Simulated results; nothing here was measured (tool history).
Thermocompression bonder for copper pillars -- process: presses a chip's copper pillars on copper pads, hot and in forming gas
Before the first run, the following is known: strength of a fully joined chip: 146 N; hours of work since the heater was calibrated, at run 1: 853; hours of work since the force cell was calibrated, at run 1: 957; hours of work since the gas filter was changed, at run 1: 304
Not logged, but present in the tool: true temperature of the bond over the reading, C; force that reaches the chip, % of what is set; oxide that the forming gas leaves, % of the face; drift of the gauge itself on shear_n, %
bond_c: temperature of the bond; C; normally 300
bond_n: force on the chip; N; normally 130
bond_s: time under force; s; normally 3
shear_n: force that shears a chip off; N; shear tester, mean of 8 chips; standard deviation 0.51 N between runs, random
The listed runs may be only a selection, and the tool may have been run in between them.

| run | hour | bond_c | bond_n | bond_s | hours of work since the heater was calibrated | hours of work since the force cell was calibrated | hours of work since the gas filter was changed | shear_n |
|---|---|---|---|---|---|---|---|---|
| 1 | 0.0 | 300 | 130 | 3 | 853 | 957 | 304 | 89.7 |
| 2 | 38.0 | 300 | 111 | 3 | 877 | 981 | 327 | 81.1 |
| 3 | 72.0 | 300 | 111 | 3 | 898 | 1002 | 349 | 80.0 |
| 4 | 97.0 | 300 | 111 | 3 | 914 | 1018 | 365 | 80.8 |
| 5 | 136.5 | 300 | 123 | 3 | 939 | 1043 | 389 | 86.1 |
| 6 | 154.2 | 300 | 123 | 3 | 950 | 1054 | 401 | 86.3 |
| 7 | 178.6 | 300 | 123 | 3 | 966 | 1070 | 416 | 86.6 |
|  | 196.3 | forming gas filter changed |
| 8 | 209.1 | 300 | 123 | 3 | 984 | 1088 | 8 | 89.5 |
| 9 | 225.6 | 300 | 123 | 3 | 995 | 1099 | 18 | 88.1 |
| 10 | 243.9 | 300 | 123 | 3 | 1006 | 1110 | 30 | 88.4 |
|  | 279.0 | force cell calibrated |
| 11 | 283.5 | 300 | 123 | 3 | 1030 | 3 | 54 | 90.8 |
| 12 | 300.5 | 300 | 82 | 3 | 1041 | 14 | 65 | 67.7 |
| 13 | 330.9 | 324 | 82 | 3 | 1060 | 33 | 84 | 89.4 |
| 14 | 359.7 | 324 | 82 | 3 | 1078 | 51 | 102 | 88.9 |
| 15 | 392.8 | 324 | 82 | 3 | 1099 | 72 | 123 | 88.7 |
| 16 | 428.7 | 325 | 130 | 3 | 1122 | 94 | 145 | 114.8 |
| 17 | 461.3 | 288 | 130 | 3 | 1142 | 115 | 166 | 83.1 |
| 18 | 479.9 | 300 | 87 | 3 | 1154 | 126 | 177 | 71.6 |
| 19 | 505.7 | 300 | 166 | 3 | 1170 | 143 | 194 | 108.7 |
| 20 | 538.2 | 300 | 94 | 2 | 1191 | 163 | 214 | 64.9 |
| 21 | 558.5 | 317 | 117 | 3 | 1203 | 176 | 227 | 102.4 |
| 22 | 586.4 | 300 | 130 | 6 | 1221 | 193 | 245 | 111.9 |
| 23 | 621.7 | 300 | 117 | 7 | 1243 | 216 | 267 | 109.7 |
|  | 632.0 | heater calibrated with a thermocouple chip |
| 24 | 653.9 | 300 | 117 | 7 | 14 | 235 | 286 | 101.7 |
| 25 | 672.5 | 279 | 113 | 7 | 25 | 246 | 297 | 80.4 |
| 26 | 704.0 | 301 | 121 | 2 | 45 | 266 | 317 | 71.1 |
| 27 | 723.4 | 276 | 179 | 3 | 58 | 278 | 329 | 81.1 |
| 28 | 743.7 | 311 | 89 | 3 | 70 | 291 | 342 | 74.0 |

Expected results for the next run?
| 29 | 776.6 | 311 | 89 | 3 | 91 | 312 | 363 | ? |

shear_n: 74.6 N
Were there no unlogged condition in the tool, this run, its random variation unchanged, would have produced shear_n 77.3 N.
